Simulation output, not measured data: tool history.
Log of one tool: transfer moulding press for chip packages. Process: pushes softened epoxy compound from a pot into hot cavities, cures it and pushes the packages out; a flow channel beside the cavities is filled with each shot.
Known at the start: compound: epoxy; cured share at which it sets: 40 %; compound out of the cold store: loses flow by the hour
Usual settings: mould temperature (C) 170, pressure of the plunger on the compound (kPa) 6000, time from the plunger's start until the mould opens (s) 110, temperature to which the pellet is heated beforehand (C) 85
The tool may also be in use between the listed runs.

run	hour	mould temperature (C)	pressure of the plunger on the compound (kPa)	time from the plunger's start until the mould opens (s)	temperature to which the pellet is heated beforehand (C)	incoming compound's hours out of the cold store	length that the compound runs in the flow channel (mm)	greatest force on the pins that push the packages out (N)
1	0.0	170	6000	110	85	28.0	530	323
2	11.9	170	6000	110	85	45.8	503	377
3	24.8	170	6000	110	85	19.2	547	431
4	52.6	170	6000	110	85	10.1	556	507
5	77.8	170	6000	94	85	27.7	530	603
# hour 99.7: cavities cleaned with cleaning compound and waxed
6	107.5	170	6000	94	85	17.1	543	380
7	119.7	170	6000	94	85	23.0	530	462
8	140.4	170	6000	94	85	47.0	493	520
9	154.3	170	6000	94	85	22.4	531	572
10	176.8	169	6000	94	85	22.7	533	654
11	199.5	169	6000	94	85	23.4	529	663
# hour 206.0: cavities cleaned with cleaning compound and waxed
12	220.3	169	6000	94	85	27.2	526	416
13	248.8	169	6000	94	85	26.1	520	524
14	271.3	169	6000	94	85	42.3	495	591
15	282.9	170	5930	110	85	31.5	512	523
16	301.1	170	5930	110	85	11.7	544	542
# hour 306.2: plunger's sealing rings changed
# hour 314.9: cavities cleaned with cleaning compound and waxed
17	333.0	169	6680	103	85	39.9	542	375
18	354.7	169	6060	97	85	43.9	505	485
19	369.7	170	6000	110	85	43.9	506	475
20	383.4	171	5300	133	82	21.8	499	492
21	398.0	171	5490	133	82	35.6	489	503
22	418.8	167	7480	148	82	14.4	614	532
# hour 422.7: cavities cleaned with cleaning compound and waxed
23	447.2	167	7480	148	82	46.7	556	395
24	473.7	167	7480	148	91	44.2	567	444
25	499.1	167	7480	148	81	43.8	561	490
26	524.9	164	7010	148	90	38.6	557	528
# hour 530.0: cavities cleaned with cleaning compound and waxed
27	547.9	164	7010	148	90	9.1	613	367
28	559.9	164	7010	148	90	39.1	558	411

Measured less the same run without the tool's hidden state. The same run-to-run variation is in both; the gauge's scatter may not be:
The hidden state here: true mould temperature over the reading, C; pressure that reaches the compound, % of what is set; grip of the stained cavities, % over clean ones'; drift of the gauge itself on flow_mm, %; drift of the gauge itself on push_out_n, %.
run	length that the compound runs in the flow channel (mm)	greatest force on the pins that push the packages out (N)
1	-3	+44
2	-4	+101
3	-4	+146
4	-6	+225
5	-6	+290
6	-7	+58
7	-8	+126
8	-8	+203
9	-9	+244
10	-10	+305
11	-11	+328
12	-11	+86
13	-12	+204
14	-12	+264
15	-13	+245
16	-14	+264
17	-3	+94
18	-3	+180
19	-3	+201
20	-4	+225
21	-4	+243
22	-6	+263
23	-7	+115
24	-8	+185
25	-9	+226
26	-10	+268
27	-12	+97
28	-11	+139
